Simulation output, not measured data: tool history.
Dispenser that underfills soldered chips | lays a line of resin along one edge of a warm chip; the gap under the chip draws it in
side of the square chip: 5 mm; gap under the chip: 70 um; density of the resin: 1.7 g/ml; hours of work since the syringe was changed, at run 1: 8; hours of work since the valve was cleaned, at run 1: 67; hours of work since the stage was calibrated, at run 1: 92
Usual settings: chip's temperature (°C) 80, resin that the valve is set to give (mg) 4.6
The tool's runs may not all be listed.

run,hour,chip's temperature (°C),resin that the valve is set to give (mg),hours of work since the syringe was changed,hours of work since the valve was cleaned,hours of work since the stage was calibrated,time until the resin shows at the far edge (s),resin that the valve gave (mg)
1,0,80,4.6,8,67,92,31.9,4.28
# hour 1.1: new syringe of resin
2,4.9,80,3.96,2,70,94,25.8,3.63
3,10.9,80,5.27,6,74,98,28.6,4.98
# hour 15: new syringe of resin
4,16.5,80,5.27,1,77,101,22.6,4.81
5,19.8,80,5.27,3,79,104,25.6,4.84
6,22.7,80,5.27,5,81,105,28.3,4.93
7,26.7,80,3.96,7,83,108,33.4,3.61
# hour 28.5: new syringe of resin
8,32.6,95,4.6,3,87,111,17.5,4.18
9,37.6,95,4.6,6,90,114,20.3,4.18
# hour 42.1: new syringe of resin
10,42.6,80,4.57,0,93,117,22.9,4.15
11,48.7,80,4.6,4,97,121,27.5,4.09
12,54.8,80,4.6,8,100,125,32.2,4.16
# hour 56: new syringe of resin
13,58.8,80,4.6,2,103,127,24,4.23
14,64,80,4.23,5,106,130,29.6,3.83
# hour 69.6: new syringe of resin
15,70.3,80,4.6,0,110,134,23.2,4.17
16,75,80,4.6,3,112,137,26.2,4.11
17,78.5,80,4.6,6,115,139,28.7,4.11
# hour 83.3: new syringe of resin
18,84.3,80,4.6,1,118,143,22.7,4.16
19,89.7,80,4.6,4,121,146,27.5,4.08
20,93.8,93,5.57,7,124,149,21.2,4.98
# hour 96.8: new syringe of resin
21,97.6,93,5.57,0,126,151,15.6,4.95
22,100.9,93,5.57,3,128,153,17.7,4.89
23,104.1,93,5.57,4,130,155,19.2,4.86
24,106.9,91,4.55,6,132,156,23,4.03
# hour 110.3: new syringe of resin
25,113.5,92,5.93,2,136,160,17.2,5.24
26,117.2,92,5.93,4,138,163,19.9,5.28
27,119.8,92,5.93,6,140,164,20.4,5.21
# hour 123.9: new syringe of resin
28,124.4,72,5.93,0,142,167,28.6,5.19
29,130.8,72,4.38,4,146,171,35.7,3.87
# hour 133.4: dispensing valve cleaned and set on the balance
30,136.3,82,5.39,7,2,174,28.9,5.38
# hour 138.7: new syringe of resin
31,142.1,94,4.54,2,5,177,16.5,4.55
32,144.9,94,4.54,4,7,179,18,4.47
33,147.8,94,4.54,6,9,181,19.4,4.52
# hour 152.2: new syringe of resin
34,152.2,94,4.54,0,11,183,14.2,4.52
35,155.8,93,4.22,2,14,185,17.9,4.17
36,158.7,91,4.66,4,15,187,19.7,4.58

The same runs without the tool's hidden state, with the same run-to-run variation:
The hidden state here: resin's viscosity, % of fresh resin's; dose that the valve gives, % of what is set; true chip temperature over the reading, C; drift of the gauge itself on fill_s, %; drift of the gauge itself on given_mg, %.
run,time until the resin shows at the far edge (s),resin that the valve gave (mg)
1,21.4,4.56
2,22.9,3.88
3,21.6,5.34
4,21.2,5.18
5,21.8,5.22
6,22.1,5.32
7,22.7,3.91
8,14.8,4.55
9,14.9,4.55
10,22,4.54
11,22,4.49
12,21.4,4.58
13,21.7,4.66
14,22.8,4.24
15,22.1,4.63
16,21.6,4.59
17,21.3,4.59
18,21.4,4.66
19,22,4.59
20,15.3,5.61
21,15.2,5.59
22,15.6,5.54
23,15.4,5.52
24,16.7,4.58
25,15.1,5.97
26,15.7,6.03
27,14.8,5.97
28,27.9,5.96
29,27.8,4.45
30,20.4,5.39
31,14.8,4.57
32,14.8,4.5
33,14.7,4.55
34,14,4.57
35,15.9,4.22
36,16,4.65
